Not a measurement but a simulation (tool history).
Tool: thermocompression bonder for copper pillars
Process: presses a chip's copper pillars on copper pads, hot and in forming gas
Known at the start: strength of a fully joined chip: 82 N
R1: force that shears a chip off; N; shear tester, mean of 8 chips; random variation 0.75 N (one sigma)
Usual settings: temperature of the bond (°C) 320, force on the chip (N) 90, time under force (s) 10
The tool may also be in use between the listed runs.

{"run": 1, "hour": 0.0, "temperature of the bond (°C)": 320, "force on the chip (N)": 90, "time under force (s)": 10, "R1": 55.3}
{"run": 2, "hour": 37.3, "temperature of the bond (°C)": 320, "force on the chip (N)": 90, "time under force (s)": 10, "R1": 56.2}
{"run": 3, "hour": 102.8, "temperature of the bond (°C)": 320, "force on the chip (N)": 90, "time under force (s)": 10, "R1": 55.7}
{"hour": 119.2, "done": "forming gas filter changed"}
{"run": 4, "hour": 165.7, "temperature of the bond (°C)": 320, "force on the chip (N)": 90, "time under force (s)": 10, "R1": 56.1}
{"run": 5, "hour": 199.9, "temperature of the bond (°C)": 320, "force on the chip (N)": 90, "time under force (s)": 10, "R1": 56.0}
{"run": 6, "hour": 235.7, "temperature of the bond (°C)": 320, "force on the chip (N)": 90, "time under force (s)": 10, "R1": 56.9}
{"run": 7, "hour": 315.3, "temperature of the bond (°C)": 320, "force on the chip (N)": 90, "time under force (s)": 10, "R1": 55.0}
{"run": 8, "hour": 395.1, "temperature of the bond (°C)": 320, "force on the chip (N)": 90, "time under force (s)": 10, "R1": 56.5}
{"run": 9, "hour": 450.0, "temperature of the bond (°C)": 320, "force on the chip (N)": 90, "time under force (s)": 10, "R1": 55.6}
{"run": 10, "hour": 523.4, "temperature of the bond (°C)": 320, "force on the chip (N)": 90, "time under force (s)": 10, "R1": 55.4}
{"hour": 545.7, "done": "forming gas filter changed"}
{"run": 11, "hour": 582.7, "temperature of the bond (°C)": 320, "force on the chip (N)": 90, "time under force (s)": 10, "R1": 55.5}
{"run": 12, "hour": 627.9, "temperature of the bond (°C)": 320, "force on the chip (N)": 90, "time under force (s)": 10, "R1": 55.7}
{"run": 13, "hour": 665.0, "temperature of the bond (°C)": 320, "force on the chip (N)": 90, "time under force (s)": 10, "R1": 56.6}
{"hour": 723.1, "done": "heater calibrated with a thermocouple chip"}
{"run": 14, "hour": 738.4, "temperature of the bond (°C)": 320, "force on the chip (N)": 90, "time under force (s)": 10, "R1": 55.8}
{"run": 15, "hour": 808.0, "temperature of the bond (°C)": 320, "force on the chip (N)": 90, "time under force (s)": 10, "R1": 55.1}
{"run": 16, "hour": 886.4, "temperature of the bond (°C)": 320, "force on the chip (N)": 90, "time under force (s)": 10, "R1": 55.5}
{"run": 17, "hour": 924.1, "temperature of the bond (°C)": 296, "force on the chip (N)": 90, "time under force (s)": 10, "R1": 46.9}
{"run": 18, "hour": 965.1, "temperature of the bond (°C)": 296, "force on the chip (N)": 90, "time under force (s)": 11, "R1": 48.0}
{"hour": 978.0, "done": "forming gas filter changed"}
{"run": 19, "hour": 1006.7, "temperature of the bond (°C)": 320, "force on the chip (N)": 90, "time under force (s)": 10, "R1": 55.4}
{"run": 20, "hour": 1045.9, "temperature of the bond (°C)": 320, "force on the chip (N)": 90, "time under force (s)": 10, "R1": 56.0}
{"run": 21, "hour": 1081.5, "temperature of the bond (°C)": 310, "force on the chip (N)": 74, "time under force (s)": 11, "R1": 46.0}
{"run": 22, "hour": 1114.0, "temperature of the bond (°C)": 310, "force on the chip (N)": 99, "time under force (s)": 16, "R1": 61.0}
{"run": 23, "hour": 1158.0, "temperature of the bond (°C)": 310, "force on the chip (N)": 99, "time under force (s)": 16, "R1": 63.7}
{"run": 24, "hour": 1196.9, "temperature of the bond (°C)": 320, "force on the chip (N)": 116, "time under force (s)": 10, "R1": 64.5}
{"run": 25, "hour": 1232.0, "temperature of the bond (°C)": 320, "force on the chip (N)": 60, "time under force (s)": 10, "R1": 40.4}
{"run": 26, "hour": 1311.1, "temperature of the bond (°C)": 320, "force on the chip (N)": 60, "time under force (s)": 10, "R1": 40.3}
{"run": 27, "hour": 1383.6, "temperature of the bond (°C)": 323, "force on the chip (N)": 74, "time under force (s)": 15, "R1": 56.2}
{"hour": 1406.7, "done": "forming gas filter changed"}
{"run": 28, "hour": 1428.2, "temperature of the bond (°C)": 323, "force on the chip (N)": 74, "time under force (s)": 15, "R1": 55.4}
{"run": 29, "hour": 1491.0, "temperature of the bond (°C)": 343, "force on the chip (N)": 93, "time under force (s)": 9, "R1": 63.0}
{"run": 30, "hour": 1545.1, "temperature of the bond (°C)": 320, "force on the chip (N)": 70, "time under force (s)": 19, "R1": 55.4}
{"run": 31, "hour": 1585.6, "temperature of the bond (°C)": 320, "force on the chip (N)": 97, "time under force (s)": 22, "R1": 70.7}
{"run": 32, "hour": 1648.5, "temperature of the bond (°C)": 305, "force on the chip (N)": 115, "time under force (s)": 11, "R1": 61.4}
{"run": 33, "hour": 1708.6, "temperature of the bond (°C)": 305, "force on the chip (N)": 115, "time under force (s)": 11, "R1": 60.5}
{"run": 34, "hour": 1746.5, "temperature of the bond (°C)": 292, "force on the chip (N)": 123, "time under force (s)": 10, "R1": 56.6}
{"run": 35, "hour": 1814.4, "temperature of the bond (°C)": 292, "force on the chip (N)": 67, "time under force (s)": 10, "R1": 35.6}
{"hour": 1835.2, "done": "forming gas filter changed"}
{"run": 36, "hour": 1880.0, "temperature of the bond (°C)": 292, "force on the chip (N)": 67, "time under force (s)": 10, "R1": 35.1}
{"run": 37, "hour": 1914.8, "temperature of the bond (°C)": 292, "force on the chip (N)": 67, "time under force (s)": 10, "R1": 35.0}
{"run": 38, "hour": 1950.5, "temperature of the bond (°C)": 330, "force on the chip (N)": 90, "time under force (s)": 24, "R1": 69.3}
{"run": 39, "hour": 2004.4, "temperature of the bond (°C)": 320, "force on the chip (N)": 69, "time under force (s)": 14, "R1": 50.7}
{"run": 40, "hour": 2053.8, "temperature of the bond (°C)": 315, "force on the chip (N)": 69, "time under force (s)": 19, "R1": 52.1}

Forecast each of these 3 alternatives for the next run:
{"hour": 2075.7, "done": "heater calibrated with a thermocouple chip"}
{"run": "A", "hour": 2095.9, "temperature of the bond (°C)": 320, "force on the chip (N)": 133, "time under force (s)": 6, "R1": "?"}
{"hour": 2075.7, "done": "heater calibrated with a thermocouple chip"}
{"run": "B", "hour": 2095.9, "temperature of the bond (°C)": 318, "force on the chip (N)": 57, "time under force (s)": 9, "R1": "?"}
{"hour": 2075.7, "done": "heater calibrated with a thermocouple chip"}
{"run": "C", "hour": 2095.9, "temperature of the bond (°C)": 315, "force on the chip (N)": 86, "time under force (s)": 19, "R1": "?"}

run=A R1=63.1
run=B R1=36.7
run=C R1=61.0
Without the tool's hidden state the same runs would have given:
run=A R1=63.3
run=B R1=36.9
run=C R1=61.3
